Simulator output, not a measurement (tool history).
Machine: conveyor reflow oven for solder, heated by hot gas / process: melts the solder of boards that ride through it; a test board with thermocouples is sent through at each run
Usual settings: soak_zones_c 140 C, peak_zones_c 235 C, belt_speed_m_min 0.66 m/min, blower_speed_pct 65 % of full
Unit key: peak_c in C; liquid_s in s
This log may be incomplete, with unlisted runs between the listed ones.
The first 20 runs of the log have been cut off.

Run 21, day 6.188: usual settings but peak_zones_c 250 C, belt_speed_m_min 0.539 m/min, blower_speed_pct 69 % of full. Result: peak_c 240.7 C, liquid_s 72 s.
Run 22, day 6.504: usual settings but peak_zones_c 250 C, belt_speed_m_min 0.539 m/min, blower_speed_pct 69 % of full. Result: peak_c 239.9 C, liquid_s 72.1 s.
Run 23, day 6.867: usual settings but blower_speed_pct 71 % of full. Result: peak_c 221.6 C, liquid_s 51.6 s.
Run 24, day 7.246: usual settings but blower_speed_pct 71 % of full. Result: peak_c 222.1 C, liquid_s 51.4 s.
Run 25, day 7.467: usual settings but blower_speed_pct 71 % of full. Result: peak_c 221.5 C, liquid_s 51.4 s.
Run 26, day 7.683: usual settings but soak_zones_c 152 C, peak_zones_c 232 C, belt_speed_m_min 0.77 m/min, blower_speed_pct 81 % of full. Result: peak_c 218.9 C, liquid_s 46.3 s.
Run 27, day 8.054: usual settings but belt_speed_m_min 0.586 m/min, blower_speed_pct 57 % of full. Result: peak_c 220.3 C, liquid_s 57.6 s.
Run 28, day 8.242: usual settings but soak_zones_c 152 C, belt_speed_m_min 0.706 m/min. Result: peak_c 219.5 C, liquid_s 50.3 s.
Run 29, day 8.571: usual settings but soak_zones_c 137 C, peak_zones_c 233 C, belt_speed_m_min 0.639 m/min. Result: peak_c 218.4 C, liquid_s 50 s.
Run 30, day 8.804: usual settings but blower_speed_pct 54 % of full. Result: peak_c 216.2 C, liquid_s 46.4 s.

Consider 5 possible next runs. They are alternatives, not a sequence: every one starts from the tool as it was left by run 30. What does each give?
Run A, day 9.008: usual settings but peak_zones_c 232 C. Result: peak_c ?, liquid_s ?.
Run B, day 9.008: usual settings but peak_zones_c 231 C, blower_speed_pct 59 % of full. Result: peak_c ?, liquid_s ?.
Run C, day 9.008: usual settings but peak_zones_c 238 C, blower_speed_pct 67 % of full. Result: peak_c ?, liquid_s ?.
Run D, day 9.008: usual settings but peak_zones_c 229 C, belt_speed_m_min 0.651 m/min, blower_speed_pct 88 % of full. Result: peak_c ?, liquid_s ?.
Run E, day 9.008: usual settings but belt_speed_m_min 0.728 m/min, blower_speed_pct 54 % of full. Result: peak_c ?, liquid_s ?.

run  peak_c  liquid_s
  A   216.8      47.6
  B   214.3      46.2
  C   222.6      52.2
  D   220.2      51.5
  E   212.6      39.6
Take away the tool's hidden state, keep each run's random variation, and the runs would have read:
run  peak_c  liquid_s
  A   216.9      47.7
  B   214.4      46.3
  C   222.7      52.3
  D   220.2      51.5
  E   212.7      39.7
